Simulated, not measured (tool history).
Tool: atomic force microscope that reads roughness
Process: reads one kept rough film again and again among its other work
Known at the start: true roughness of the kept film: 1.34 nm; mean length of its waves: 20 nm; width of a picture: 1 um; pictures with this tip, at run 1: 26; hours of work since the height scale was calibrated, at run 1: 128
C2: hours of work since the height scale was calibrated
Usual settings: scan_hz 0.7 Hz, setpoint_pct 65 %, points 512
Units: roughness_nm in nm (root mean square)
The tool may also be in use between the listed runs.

Run 1, hour 0: usual settings; pictures with this tip 26; C2 128. Result: roughness_nm 1.139 nm (root mean square).
Run 2, hour 18.4: usual settings but scan_hz 0.924 Hz; pictures with this tip 50; C2 137. Result: roughness_nm 1.08 nm (root mean square).
Run 3, hour 35.8: usual settings but points 988; pictures with this tip 73; C2 146. Result: roughness_nm 1.059 nm (root mean square).
Run 4, hour 56.4: usual settings but points 988; pictures with this tip 100; C2 156. Result: roughness_nm 1.007 nm (root mean square).
Run 5, hour 80.8: usual settings but points 988; pictures with this tip 132; C2 168. Result: roughness_nm 0.964 nm (root mean square).
Run 6, hour 98: usual settings but points 988; pictures with this tip 154; C2 177. Result: roughness_nm 0.925 nm (root mean square).
At hour 106.1: new tip fitted.
Run 7, hour 117.3: usual settings but points 988; pictures with this tip 15; C2 186. Result: roughness_nm 1.148 nm (root mean square).
Run 8, hour 137.8: usual settings but points 988; pictures with this tip 42; C2 196. Result: roughness_nm 1.101 nm (root mean square).
Run 9, hour 155.7: usual settings but points 988; pictures with this tip 65; C2 205. Result: roughness_nm 1.054 nm (root mean square).
Run 10, hour 178.9: usual settings but points 988; pictures with this tip 95; C2 217. Result: roughness_nm 1.004 nm (root mean square).
Run 11, hour 200.3: usual settings but points 988; pictures with this tip 123; C2 227. Result: roughness_nm 0.952 nm (root mean square).
Run 12, hour 221.4: usual settings but points 988; pictures with this tip 151; C2 238. Result: roughness_nm 0.916 nm (root mean square).
At hour 231.6: new tip fitted.
Run 13, hour 235.2: usual settings; pictures with this tip 4; C2 244. Result: roughness_nm 1.184 nm (root mean square).
Run 14, hour 259.8: usual settings; pictures with this tip 37; C2 257. Result: roughness_nm 1.108 nm (root mean square).
Run 15, hour 280: usual settings; pictures with this tip 63; C2 267. Result: roughness_nm 1.053 nm (root mean square).
Run 16, hour 299.7: usual settings; pictures with this tip 89; C2 276. Result: roughness_nm 1.01 nm (root mean square).
Run 17, hour 320.1: usual settings but points 258; pictures with this tip 115; C2 287. Result: roughness_nm 0.948 nm (root mean square).
At hour 322.4: height scale calibrated on a step standard.
Run 18, hour 334.8: usual settings but points 258; pictures with this tip 133; C2 6. Result: roughness_nm 0.928 nm (root mean square).
Run 19, hour 345.3: usual settings but points 258; pictures with this tip 147; C2 11. Result: roughness_nm 0.912 nm (root mean square).
At hour 358.8: new tip fitted.
Run 20, hour 365.1: usual settings; pictures with this tip 8; C2 21. Result: roughness_nm 1.162 nm (root mean square).
Run 21, hour 378.1: usual settings but scan_hz 1.108 Hz; pictures with this tip 25; C2 27. Result: roughness_nm 1.125 nm (root mean square).
Run 22, hour 388.3: usual settings but scan_hz 0.763 Hz; pictures with this tip 39; C2 32. Result: roughness_nm 1.105 nm (root mean square).
Run 23, hour 406.1: usual settings but scan_hz 0.763 Hz; pictures with this tip 62; C2 41. Result: roughness_nm 1.064 nm (root mean square).
At hour 427.7: height scale calibrated on a step standard, once more.
Run 24, hour 428.8: usual settings but scan_hz 0.763 Hz; pictures with this tip 91; C2 1. Result: roughness_nm 1.016 nm (root mean square).
Run 25, hour 442.2: usual settings but scan_hz 0.561 Hz; pictures with this tip 108; C2 7. Result: roughness_nm 0.99 nm (root mean square).
Run 26, hour 455.5: usual settings but scan_hz 0.561 Hz; pictures with this tip 125; C2 14. Result: roughness_nm 0.962 nm (root mean square).
Run 27, hour 467.7: usual settings; pictures with this tip 141; C2 20. Result: roughness_nm 0.928 nm (root mean square).
At hour 484.5: new tip fitted.
Run 28, hour 491.9: usual settings but scan_hz 2.197 Hz, points 730; pictures with this tip 9; C2 32. Result: roughness_nm 1.117 nm (root mean square).
Run 29, hour 513: usual settings but scan_hz 2.197 Hz, points 730; pictures with this tip 37; C2 42. Result: roughness_nm 1.065 nm (root mean square).
Run 30, hour 524.4: usual settings but scan_hz 0.895 Hz, points 323; pictures with this tip 52; C2 48. Result: roughness_nm 1.05 nm (root mean square).
Run 31, hour 545.8: usual settings but scan_hz 0.895 Hz, setpoint_pct 60 %, points 338; pictures with this tip 80; C2 58. Result: roughness_nm 1.006 nm (root mean square).
Run 32, hour 557: usual settings but setpoint_pct 60 %, points 257; pictures with this tip 95; C2 64. Result: roughness_nm 0.976 nm (root mean square).
Run 33, hour 568.1: usual settings but scan_hz 2.009 Hz, points 480; pictures with this tip 109; C2 69. Result: roughness_nm 0.931 nm (root mean square).
Run 34, hour 587.1: usual settings but scan_hz 0.506 Hz, points 817; pictures with this tip 134; C2 79. Result: roughness_nm 0.936 nm (root mean square).
At hour 609.6: new tip fitted.
Run 35, hour 609.6: usual settings but setpoint_pct 58 %, points 695; pictures with this tip 0; C2 90. Result: roughness_nm 1.193 nm (root mean square).
Run 36, hour 633.4: usual settings but scan_hz 1.398 Hz, setpoint_pct 79 %, points 486; pictures with this tip 31; C2 102. Result: roughness_nm 1.059 nm (root mean square).
Run 37, hour 651.8: usual settings but scan_hz 1.398 Hz, setpoint_pct 79 %, points 486; pictures with this tip 55; C2 111. Result: roughness_nm 1.014 nm (root mean square).
Run 38, hour 675.9: usual settings but scan_hz 1.398 Hz, setpoint_pct 79 %, points 486; pictures with this tip 87; C2 123. Result: roughness_nm 0.957 nm (root mean square).
Run 39, hour 698.6: usual settings but scan_hz 2.855 Hz, setpoint_pct 73 %, points 486; pictures with this tip 116; C2 134. Result: roughness_nm 0.88 nm (root mean square).
Run 40, hour 711.2: usual settings but scan_hz 1.245 Hz, setpoint_pct 68 %, points 378; pictures with this tip 133; C2 140. Result: roughness_nm 0.909 nm (root mean square).
Run 41, hour 723.3: usual settings but scan_hz 1.25 Hz, setpoint_pct 57 %, points 600; pictures with this tip 149; C2 146. Result: roughness_nm 0.925 nm (root mean square).
At hour 736.4: new tip fitted.
Run 42, hour 742.2: usual settings but setpoint_pct 78 %, points 676; pictures with this tip 8; C2 155. Result: roughness_nm 1.14 nm (root mean square).
Run 43, hour 759.6: usual settings but scan_hz 0.713 Hz, points 581; pictures with this tip 31; C2 164. Result: roughness_nm 1.112 nm (root mean square).
Run 44, hour 778: usual settings but scan_hz 0.713 Hz, points 581; pictures with this tip 55; C2 173. Result: roughness_nm 1.057 nm (root mean square).
Run 45, hour 800.4: usual settings but scan_hz 0.713 Hz, points 581; pictures with this tip 84; C2 184. Result: roughness_nm 1.019 nm (root mean square).
Run 46, hour 811.5: usual settings but scan_hz 0.711 Hz, setpoint_pct 57 %, points 581; pictures with this tip 99; C2 190. Result: roughness_nm 1.003 nm (root mean square).
Run 47, hour 825.4: usual settings but scan_hz 2.438 Hz, setpoint_pct 57 %, points 686; pictures with this tip 117; C2 197. Result: roughness_nm 0.946 nm (root mean square).
Run 48, hour 843.5: usual settings but scan_hz 0.759 Hz, setpoint_pct 74 %, points 283; pictures with this tip 141; C2 206. Result: roughness_nm 0.902 nm (root mean square).
Run 49, hour 854.2: usual settings but scan_hz 0.759 Hz, setpoint_pct 74 %, points 283; pictures with this tip 154; C2 211. Result: roughness_nm 0.881 nm (root mean square).
At hour 861: new tip fitted.
Run 50, hour 873.9: usual settings but scan_hz 0.613 Hz, setpoint_pct 56 %; pictures with this tip 17; C2 221. Result: roughness_nm 1.161 nm (root mean square).
Run 51, hour 890.3: usual settings but scan_hz 1.636 Hz, points 547; pictures with this tip 38; C2 229. Result: roughness_nm 1.083 nm (root mean square).
Run 52, hour 907.6: usual settings but setpoint_pct 55 %, points 980; pictures with this tip 61; C2 237. Result: roughness_nm 1.078 nm (root mean square).
Run 53, hour 929.1: usual settings but setpoint_pct 55 %, points 980; pictures with this tip 89; C2 248. Result: roughness_nm 1.022 nm (root mean square).

Forecast each of these 3 alternatives for the next run:
Run A, hour 944.1: usual settings but setpoint_pct 79 %, points 980; pictures with this tip 108; C2 255. Result: roughness_nm ?.
Run B, hour 944.1: usual settings but scan_hz 1.517 Hz; pictures with this tip 108; C2 255. Result: roughness_nm ?.
Run C, hour 944.1: usual settings but scan_hz 0.741 Hz, points 737; pictures with this tip 108; C2 255. Result: roughness_nm ?.

run  roughness_nm
  A         0.955
  B         0.955
  C         0.989
Without the tool's hidden state the same runs would have given:
run  roughness_nm
  A         1.164
  B         1.163
  C         1.203

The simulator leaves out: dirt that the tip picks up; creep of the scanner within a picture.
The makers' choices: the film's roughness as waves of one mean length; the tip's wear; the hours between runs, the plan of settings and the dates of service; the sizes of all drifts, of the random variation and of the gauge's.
